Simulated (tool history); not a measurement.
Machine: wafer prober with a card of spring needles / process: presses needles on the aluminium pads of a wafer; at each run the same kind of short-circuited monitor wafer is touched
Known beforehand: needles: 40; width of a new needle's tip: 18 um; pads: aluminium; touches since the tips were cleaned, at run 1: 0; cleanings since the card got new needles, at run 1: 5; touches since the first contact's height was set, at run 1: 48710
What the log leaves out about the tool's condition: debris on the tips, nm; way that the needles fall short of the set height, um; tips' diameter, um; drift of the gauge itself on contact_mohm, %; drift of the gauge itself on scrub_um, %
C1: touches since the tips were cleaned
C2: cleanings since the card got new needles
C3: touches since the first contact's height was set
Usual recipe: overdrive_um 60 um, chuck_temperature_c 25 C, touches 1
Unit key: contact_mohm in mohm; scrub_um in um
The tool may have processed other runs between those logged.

run 1 hour=0 | overdrive_um=60 chuck_temperature_c=25 touches=1 | C1=0 C2=5 C3=48710 | contact_mohm=187 scrub_um=16.76
run 2 hour=9.4 | overdrive_um=60 chuck_temperature_c=25 touches=1 | C1=5541 C2=5 C3=54251 | contact_mohm=187 scrub_um=16.72
-- hour=14.3 tips cleaned on abrasive film
run 3 hour=15.6 | overdrive_um=60 chuck_temperature_c=25 touches=1 | C1=802 C2=6 C3=57844 | contact_mohm=187 scrub_um=16.8
run 4 hour=23.8 | overdrive_um=60 chuck_temperature_c=101 touches=1 | C1=5582 C2=6 C3=62624 | contact_mohm=205 scrub_um=16.67
-- hour=28.5 tips cleaned on abrasive film
run 5 hour=32.6 | overdrive_um=60 chuck_temperature_c=25 touches=1 | C1=2444 C2=7 C3=67773 | contact_mohm=191 scrub_um=16.72
run 6 hour=39.7 | overdrive_um=60 chuck_temperature_c=25 touches=1 | C1=6609 C2=7 C3=71938 | contact_mohm=188 scrub_um=16.5
-- hour=42.4 tips cleaned on abrasive film
run 7 hour=45.9 | overdrive_um=60 chuck_temperature_c=25 touches=1 | C1=2091 C2=8 C3=75553 | contact_mohm=188 scrub_um=16.67
run 8 hour=49.9 | overdrive_um=60 chuck_temperature_c=25 touches=1 | C1=4447 C2=8 C3=77909 | contact_mohm=188 scrub_um=16.55
run 9 hour=55.3 | overdrive_um=60 chuck_temperature_c=25 touches=1 | C1=7600 C2=8 C3=81062 | contact_mohm=189 scrub_um=16.6
-- hour=56.6 tips cleaned on abrasive film
run 10 hour=65.1 | overdrive_um=60 chuck_temperature_c=25 touches=1 | C1=5024 C2=9 C3=86758 | contact_mohm=188 scrub_um=16.6
-- hour=70.9 tips cleaned on abrasive film
run 11 hour=72 | overdrive_um=60 chuck_temperature_c=25 touches=1 | C1=664 C2=10 C3=90753 | contact_mohm=188 scrub_um=16.52
run 12 hour=79 | overdrive_um=49 chuck_temperature_c=25 touches=1 | C1=4815 C2=10 C3=94904 | contact_mohm=192 scrub_um=13.55
-- hour=85.2 tips cleaned on abrasive film
run 13 hour=87.2 | overdrive_um=60 chuck_temperature_c=25 touches=1 | C1=1215 C2=11 C3=99660 | contact_mohm=186 scrub_um=16.51
run 14 hour=94.9 | overdrive_um=60 chuck_temperature_c=25 touches=1 | C1=5748 C2=11 C3=104193 | contact_mohm=188 scrub_um=16.6
-- hour=99.1 tips cleaned on abrasive film
run 15 hour=102.5 | overdrive_um=60 chuck_temperature_c=25 touches=3 | C1=1994 C2=12 C3=108562 | contact_mohm=186 scrub_um=16.64
run 16 hour=109.6 | overdrive_um=60 chuck_temperature_c=25 touches=3 | C1=6184 C2=12 C3=112752 | contact_mohm=186 scrub_um=16.47
-- hour=113.4 tips cleaned on abrasive film
run 17 hour=114.5 | overdrive_um=69 chuck_temperature_c=25 touches=1 | C1=641 C2=13 C3=115572 | contact_mohm=186 scrub_um=18.94
run 18 hour=123.5 | overdrive_um=69 chuck_temperature_c=101 touches=1 | C1=5930 C2=13 C3=120861 | contact_mohm=203 scrub_um=18.89
-- hour=127.4 tips cleaned on abrasive film
run 19 hour=131.2 | overdrive_um=69 chuck_temperature_c=101 touches=1 | C1=2243 C2=14 C3=125350 | contact_mohm=203 scrub_um=18.89
run 20 hour=139.6 | overdrive_um=51 chuck_temperature_c=31 touches=1 | C1=7177 C2=14 C3=130284 | contact_mohm=193 scrub_um=14.03
-- hour=141.5 tips cleaned on abrasive film
run 21 hour=144.1 | overdrive_um=45 chuck_temperature_c=54 touches=2 | C1=1510 C2=15 C3=132859 | contact_mohm=202 scrub_um=12.36
run 22 hour=151.9 | overdrive_um=60 chuck_temperature_c=88 touches=2 | C1=6103 C2=15 C3=137452 | contact_mohm=201 scrub_um=16.38

Forecast run 23:
-- hour=156.1 tips cleaned on abrasive film
run 23 hour=158 | overdrive_um=60 chuck_temperature_c=88 touches=2 | C1=1099 C2=16 C3=140962 | contact_mohm=? scrub_um=?

contact_mohm: 202 mohm
scrub_um: 16.41 um
With no hidden state in the tool, this same run would have given contact_mohm 202 mohm, scrub_um 16.71 um.

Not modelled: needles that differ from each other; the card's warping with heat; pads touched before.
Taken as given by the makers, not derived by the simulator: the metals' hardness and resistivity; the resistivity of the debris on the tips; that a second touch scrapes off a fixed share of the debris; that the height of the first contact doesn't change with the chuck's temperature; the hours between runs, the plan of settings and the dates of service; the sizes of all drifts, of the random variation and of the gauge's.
